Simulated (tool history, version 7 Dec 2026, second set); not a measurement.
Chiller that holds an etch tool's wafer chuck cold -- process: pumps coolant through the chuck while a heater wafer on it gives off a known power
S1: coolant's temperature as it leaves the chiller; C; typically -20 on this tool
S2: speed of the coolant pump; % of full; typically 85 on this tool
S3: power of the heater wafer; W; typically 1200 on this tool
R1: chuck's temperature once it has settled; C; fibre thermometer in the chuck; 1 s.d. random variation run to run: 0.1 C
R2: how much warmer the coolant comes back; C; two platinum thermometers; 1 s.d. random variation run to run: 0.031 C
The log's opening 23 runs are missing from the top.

{"run": 24, "hour": 3460.4, "S1": -20, "S2": 71, "S3": 619, "R1": -14.0, "R2": 1.85}
{"run": 25, "hour": 3632.0, "S1": -19, "S2": 68, "S3": 1200, "R1": -7.4, "R2": 3.72}
{"run": 26, "hour": 3851.0, "S1": -19, "S2": 68, "S3": 1200, "R1": -7.2, "R2": 3.81}
{"run": 27, "hour": 3964.1, "S1": -19, "S2": 68, "S3": 1200, "R1": -7.4, "R2": 3.73}
{"hour": 4089.8, "done": "chiller's thermometer calibrated"}
{"run": 28, "hour": 4170.4, "S1": -26, "S2": 74, "S3": 1785, "R1": -9.7, "R2": 5.11}
{"run": 29, "hour": 4352.7, "S1": -14, "S2": 64, "S3": 743, "R1": -6.4, "R2": 2.49}
{"run": 30, "hour": 4516.7, "S1": -14, "S2": 91, "S3": 1247, "R1": -4.4, "R2": 2.88}
{"run": 31, "hour": 4670.0, "S1": -14, "S2": 91, "S3": 1247, "R1": -4.3, "R2": 2.92}

Branching from run 31: 4 alternative next runs. What would each branch give?
{"hour": 4719.6, "done": "coolant changed, channels flushed"}
{"run": "A", "hour": 4809.9, "S1": -14, "S2": 91, "S3": 908, "R1": "?", "R2": "?"}
{"hour": 4719.6, "done": "coolant changed, channels flushed"}
{"run": "B", "hour": 4809.9, "S1": -14, "S2": 91, "S3": 1247, "R1": "?", "R2": "?"}
{"hour": 4719.6, "done": "coolant changed, channels flushed"}
{"run": "C", "hour": 4809.9, "S1": -20, "S2": 73, "S3": 1688, "R1": "?", "R2": "?"}
{"hour": 4719.6, "done": "coolant changed, channels flushed"}
{"run": "D", "hour": 4809.9, "S1": -20, "S2": 63, "S3": 1200, "R1": "?", "R2": "?"}

run=A R1=-7.1 R2=2.14
run=B R1=-4.6 R2=2.87
run=C R1=-4.4 R2=4.90
run=D R1=-7.6 R2=4.02
Had the tool no hidden state, the same runs would have come out as:
run=A R1=-7.1 R2=2.14
run=B R1=-4.6 R2=2.86
run=C R1=-4.4 R2=4.89
run=D R1=-7.6 R2=4.02
